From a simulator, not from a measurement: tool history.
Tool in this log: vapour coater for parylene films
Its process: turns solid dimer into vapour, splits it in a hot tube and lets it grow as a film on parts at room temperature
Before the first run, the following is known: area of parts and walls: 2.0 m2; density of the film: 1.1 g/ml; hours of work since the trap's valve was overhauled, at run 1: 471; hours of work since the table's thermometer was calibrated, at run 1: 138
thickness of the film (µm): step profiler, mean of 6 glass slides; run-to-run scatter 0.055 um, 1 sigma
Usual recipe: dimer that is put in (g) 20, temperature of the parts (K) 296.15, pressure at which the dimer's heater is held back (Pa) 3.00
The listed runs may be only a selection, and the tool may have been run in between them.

run    day  dimer that is put in (g)  temperature of the parts (K)  pressure at which the dimer's heater is held back (Pa)  hours of work since the trap's valve was overhauled  hours of work since the table's thermometer was calibrated  thickness of the film (µm)
  1  0.000                        20                        296.15                                                    3.00                                                  471                                                         138                        5.99
  2  0.454                        20                        296.15                                                    3.00                                                  477                                                         145                        5.93
  3  1.008                        20                        296.15                                                    3.00                                                  486                                                         154                        5.92
  4  1.542                        20                        296.15                                                    3.00                                                  494                                                         162                        5.91
  5  2.038                        20                        296.15                                                    3.00                                                  501                                                         169                        5.99
  6  2.600                        20                        296.15                                                    3.00                                                  510                                                         178                        5.85
  7  3.067                        20                        296.15                                                    3.00                                                  517                                                         185                        5.95
  8  3.629                        20                        296.15                                                    3.00                                                  525                                                         193                        5.91
  9  4.258                        20                        296.15                                                    3.00                                                  535                                                         203                        5.83
 10  4.588                        20                        296.15                                                    3.00                                                  540                                                         207                        5.94
     4.783  -- trap's valve overhauled
 11  5.017                        20                        296.15                                                    3.00                                                    4                                                         211                        5.69
 12  5.421                         8                        296.15                                                    8.28                                                   10                                                         218                        1.75
 13  5.688                        28                        296.15                                                    3.64                                                   14                                                         221                        7.47
 14  6.012                        10                        296.15                                                    3.91                                                   18                                                         226                        2.62
 15  6.342                        10                        296.15                                                    3.91                                                   23                                                         231                        2.67
     6.792  -- trap's valve overhauled, once more
 16  6.879                        20                        293.15                                                    2.83                                                    1                                                         237                        7.33
 17  7.388                        36                        291.15                                                   10.43                                                    9                                                         245                       10.93
 18  7.746                        20                        296.15                                                    5.68                                                   14                                                         250                        5.48
 19  8.233                        20                        296.15                                                    5.68                                                   22                                                         257                        5.49

Branching from run 19: 5 alternative next runs. What would each branch give?
  A  8.692                        20                        302.15                                                    4.37                                                   29                                                         264                           ?
  B  8.692                         9                        289.15                                                    3.04                                                   29                                                         264                           ?
  C  8.692                         8                        307.15                                                    5.73                                                   29                                                         264                           ?
  D  8.692                        19                        288.15                                                    2.42                                                   29                                                         264                           ?
  E  8.692                         9                        290.15                                                    7.38                                                   29                                                         264                           ?

run  thickness of the film (µm)
  A                        4.51
  B                        3.83
  C                        1.37
  D                        8.47
  E                        2.95
With no hidden state in the tool, these same runs would have given:
run  thickness of the film (µm)
  A                        4.54
  B                        3.85
  C                        1.37
  D                        8.53
  E                        2.97

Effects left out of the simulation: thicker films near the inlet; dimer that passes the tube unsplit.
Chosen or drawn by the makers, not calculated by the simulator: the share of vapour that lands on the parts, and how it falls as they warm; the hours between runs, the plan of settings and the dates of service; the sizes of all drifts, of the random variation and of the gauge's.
